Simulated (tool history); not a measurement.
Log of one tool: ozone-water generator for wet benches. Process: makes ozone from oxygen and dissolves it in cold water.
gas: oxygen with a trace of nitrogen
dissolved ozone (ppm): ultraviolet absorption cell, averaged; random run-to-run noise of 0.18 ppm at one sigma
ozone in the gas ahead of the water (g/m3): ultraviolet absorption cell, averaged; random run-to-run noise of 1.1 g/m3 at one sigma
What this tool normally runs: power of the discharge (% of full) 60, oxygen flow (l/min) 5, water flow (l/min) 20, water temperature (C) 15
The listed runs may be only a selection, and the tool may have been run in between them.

| run | hour | power of the discharge (% of full) | oxygen flow (l/min) | water flow (l/min) | water temperature (C) | dissolved ozone (ppm) | ozone in the gas ahead of the water (g/m3) |
|---|---|---|---|---|---|---|---|
| 1 | 0 | 60 | 5 | 20 | 15 | 22.6 | 184.5 |
| 2 | 94.4 | 75 | 5 | 20 | 15 | 24.9 | 205.1 |
| 3 | 260.4 | 75 | 5 | 20 | 15 | 24.9 | 205.8 |
| 4 | 403 | 75 | 5 | 20 | 15 | 24.6 | 204.1 |
| 5 | 575.5 | 64 | 5 | 20 | 15 | 22.9 | 188.7 |
| 6 | 649 | 64 | 5 | 20 | 15 | 22.9 | 187 |
| 7 | 783 | 60 | 5 | 23 | 15 | 19.6 | 180.6 |
| 8 | 951.9 | 88 | 5 | 20 | 15 | 26.1 | 214 |
| 9 | 1117.2 | 60 | 5 | 20 | 15 | 21.6 | 180.9 |
| 10 | 1280.1 | 60 | 5 | 24 | 15 | 18.5 | 179 |
| 11 | 1379.4 | 60 | 5 | 24 | 15 | 18.4 | 177.5 |
| 12 | 1499.7 | 60 | 5 | 24 | 15 | 18.3 | 178.4 |
| 13 | 1622.9 | 60 | 6.97 | 24 | 15 | 19.6 | 155.5 |
| 14 | 1702.1 | 60 | 5 | 20 | 15 | 21.2 | 177 |
| 15 | 1824.8 | 60 | 5 | 20 | 15 | 21.1 | 178.3 |
| 16 | 1929.5 | 60 | 5 | 28 | 15 | 15.7 | 177.1 |
| 17 | 2069.7 | 60 | 7.77 | 28 | 12 | 17.9 | 149.6 |
| 18 | 2176.1 | 86 | 7.77 | 28 | 12 | 20.8 | 173.9 |
| 19 | 2252.3 | 73 | 3.16 | 28 | 12 | 14.5 | 228.1 |
| 20 | 2367.8 | 73 | 3.16 | 28 | 12 | 14.7 | 227.4 |
| 21 | 2452.2 | 73 | 3.16 | 28 | 12 | 14.8 | 224.4 |
| 22 | 2557 | 60 | 2.63 | 24 | 15 | 14.1 | 218.5 |
| 23 | 2654.7 | 60 | 5 | 13 | 15 | 27.5 | 173.7 |
| 24 | 2742 | 92 | 3.63 | 15 | 8 | 31.1 | 233.5 |
| 25 | 2822.5 | 92 | 3.63 | 15 | 8 | 30.8 | 236.6 |
| 26 | 3001 | 60 | 2.63 | 20 | 11 | 17.3 | 219.7 |
|  | 3125.8 | contactor cleaned |
| 27 | 3162.9 | 60 | 2.63 | 20 | 11 | 18.8 | 218.5 |
| 28 | 3303.3 | 63 | 3.24 | 26 | 9 | 16.1 | 203.2 |
| 29 | 3444.6 | 63 | 3.24 | 26 | 9 | 16 | 205.5 |

4 options for the next run, each taken on its own from the tool as it stands now. Forecast them:
| A | 3536.3 | 77 | 5 | 20 | 9 | ? | ? |
| B | 3536.3 | 46 | 7.73 | 22 | 9 | ? | ? |
| C | 3536.3 | 63 | 3.24 | 26 | 23 | ? | ? |
| D | 3536.3 | 60 | 5 | 15 | 15 | ? | ? |

| run | dissolved ozone (ppm) | ozone in the gas ahead of the water (g/m3) |
|---|---|---|
| A | 25.2 | 188.2 |
| B | 21 | 127.8 |
| C | 13.9 | 202.1 |
| D | 25.7 | 170.3 |
The same runs, with their run-to-run variation unchanged, on a tool lacking any hidden condition would have given:
| run | dissolved ozone (ppm) | ozone in the gas ahead of the water (g/m3) |
|---|---|---|
| A | 31.6 | 233 |
| B | 25.1 | 150.6 |
| C | 17.2 | 245.3 |
| D | 31.4 | 205.6 |
